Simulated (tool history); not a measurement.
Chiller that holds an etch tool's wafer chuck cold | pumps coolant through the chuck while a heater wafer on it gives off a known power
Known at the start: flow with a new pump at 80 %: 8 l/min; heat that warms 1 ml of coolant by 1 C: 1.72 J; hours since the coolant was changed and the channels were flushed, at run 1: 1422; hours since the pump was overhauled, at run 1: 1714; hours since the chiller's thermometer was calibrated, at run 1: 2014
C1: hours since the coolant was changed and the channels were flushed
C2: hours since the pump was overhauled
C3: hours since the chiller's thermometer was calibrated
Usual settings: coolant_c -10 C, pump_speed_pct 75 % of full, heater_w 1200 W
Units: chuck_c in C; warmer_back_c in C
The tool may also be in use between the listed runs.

run 1 hour=0.0 | coolant_c=-10 pump_speed_pct=75 heater_w=1200 | C1=1422 C2=1714 C3=2014 | chuck_c=-0.6 warmer_back_c=5.65
run 2 hour=39.6 | coolant_c=-10 pump_speed_pct=75 heater_w=1200 | C1=1461 C2=1753 C3=2054 | chuck_c=-0.5 warmer_back_c=5.74
run 3 hour=62.4 | coolant_c=-10 pump_speed_pct=75 heater_w=834 | C1=1484 C2=1776 C3=2077 | chuck_c=-3.6 warmer_back_c=3.96
run 4 hour=118.5 | coolant_c=-10 pump_speed_pct=75 heater_w=834 | C1=1540 C2=1832 C3=2133 | chuck_c=-3.5 warmer_back_c=3.94
run 5 hour=165.3 | coolant_c=-10 pump_speed_pct=75 heater_w=840 | C1=1587 C2=1879 C3=2180 | chuck_c=-3.4 warmer_back_c=4.03
run 6 hour=219.8 | coolant_c=-10 pump_speed_pct=75 heater_w=840 | C1=1641 C2=1933 C3=2234 | chuck_c=-3.2 warmer_back_c=4.03
run 7 hour=276.1 | coolant_c=-10 pump_speed_pct=75 heater_w=840 | C1=1698 C2=1990 C3=2290 | chuck_c=-3.4 warmer_back_c=4.02
run 8 hour=325.2 | coolant_c=-10 pump_speed_pct=75 heater_w=840 | C1=1747 C2=2039 C3=2339 | chuck_c=-3.4 warmer_back_c=3.97
run 9 hour=362.1 | coolant_c=-10 pump_speed_pct=75 heater_w=739 | C1=1784 C2=2076 C3=2376 | chuck_c=-4.3 warmer_back_c=3.57
run 10 hour=391.3 | coolant_c=0 pump_speed_pct=75 heater_w=739 | C1=1813 C2=2105 C3=2405 | chuck_c=5.8 warmer_back_c=3.56
run 11 hour=431.5 | coolant_c=-10 pump_speed_pct=75 heater_w=1083 | C1=1853 C2=2145 C3=2446 | chuck_c=-1.6 warmer_back_c=5.26
run 12 hour=468.7 | coolant_c=-10 pump_speed_pct=75 heater_w=1083 | C1=1890 C2=2182 C3=2483 | chuck_c=-1.5 warmer_back_c=5.14
run 13 hour=499.5 | coolant_c=-10 pump_speed_pct=75 heater_w=1083 | C1=1921 C2=2213 C3=2514 | chuck_c=-1.6 warmer_back_c=5.26

The next listed run, before its measurement:
run 14 hour=550.5 | coolant_c=-10 pump_speed_pct=75 heater_w=1083 | C1=1972 C2=2264 C3=2565 | chuck_c=? warmer_back_c=?

{"run 14": {"chuck_c": -1.4, "warmer_back_c": 5.22}}
Without the tool's hidden state the same run would have given chuck_c -1.8 C, warmer_back_c 5.07 C.
